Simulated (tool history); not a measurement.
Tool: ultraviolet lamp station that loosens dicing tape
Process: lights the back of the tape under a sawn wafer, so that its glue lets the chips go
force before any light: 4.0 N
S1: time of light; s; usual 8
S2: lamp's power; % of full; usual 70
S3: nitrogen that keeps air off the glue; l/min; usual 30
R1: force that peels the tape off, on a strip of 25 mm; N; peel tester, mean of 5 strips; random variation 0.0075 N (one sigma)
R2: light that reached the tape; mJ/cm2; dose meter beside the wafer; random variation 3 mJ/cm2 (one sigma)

{"run": 1, "day": 0.0, "S1": 8, "S2": 70, "S3": 30, "R1": 0.286, "R2": 453}
{"day": 0.304, "done": "window cleaned of glue's vapour"}
{"run": 2, "day": 0.388, "S1": 8, "S2": 70, "S3": 30, "R1": 0.277, "R2": 460}
{"run": 3, "day": 0.608, "S1": 8, "S2": 70, "S3": 30, "R1": 0.295, "R2": 462}
{"run": 4, "day": 0.883, "S1": 8, "S2": 70, "S3": 30, "R1": 0.278, "R2": 460}
{"run": 5, "day": 1.3, "S1": 8, "S2": 70, "S3": 20, "R1": 0.327, "R2": 461}
{"run": 6, "day": 1.6, "S1": 8, "S2": 70, "S3": 20, "R1": 0.336, "R2": 455}
{"run": 7, "day": 1.95, "S1": 8, "S2": 70, "S3": 30, "R1": 0.286, "R2": 464}
{"run": 8, "day": 2.312, "S1": 8, "S2": 76, "S3": 30, "R1": 0.276, "R2": 495}
{"run": 9, "day": 2.688, "S1": 8, "S2": 76, "S3": 30, "R1": 0.256, "R2": 494}
{"run": 10, "day": 3.004, "S1": 8, "S2": 76, "S3": 30, "R1": 0.247, "R2": 494}
{"run": 11, "day": 3.383, "S1": 8, "S2": 76, "S3": 30, "R1": 0.266, "R2": 496}
{"run": 12, "day": 3.712, "S1": 8, "S2": 76, "S3": 14, "R1": 0.358, "R2": 496}
{"run": 13, "day": 4.004, "S1": 8, "S2": 76, "S3": 14, "R1": 0.363, "R2": 494}
{"run": 14, "day": 4.188, "S1": 12, "S2": 76, "S3": 14, "R1": 0.239, "R2": 745}
{"run": 15, "day": 4.392, "S1": 8, "S2": 70, "S3": 10, "R1": 0.486, "R2": 459}
{"run": 16, "day": 4.746, "S1": 8, "S2": 83, "S3": 10, "R1": 0.391, "R2": 537}
{"run": 17, "day": 4.979, "S1": 8, "S2": 70, "S3": 20, "R1": 0.332, "R2": 452}
{"run": 18, "day": 5.321, "S1": 8, "S2": 70, "S3": 20, "R1": 0.345, "R2": 457}
{"run": 19, "day": 5.538, "S1": 8, "S2": 70, "S3": 30, "R1": 0.273, "R2": 456}
{"run": 20, "day": 5.908, "S1": 8, "S2": 70, "S3": 30, "R1": 0.289, "R2": 461}
{"run": 21, "day": 6.129, "S1": 8, "S2": 70, "S3": 30, "R1": 0.273, "R2": 458}

Run 22 comes next. What will it give?
{"run": 22, "day": 6.558, "S1": 14, "S2": 87, "S3": 30, "R1": "?", "R2": "?"}

{"run 22": {"R1": 0.204, "R2": 994}}
Without the tool's hidden state the same run would have given R1 0.204 N, R2 995 mJ/cm2.
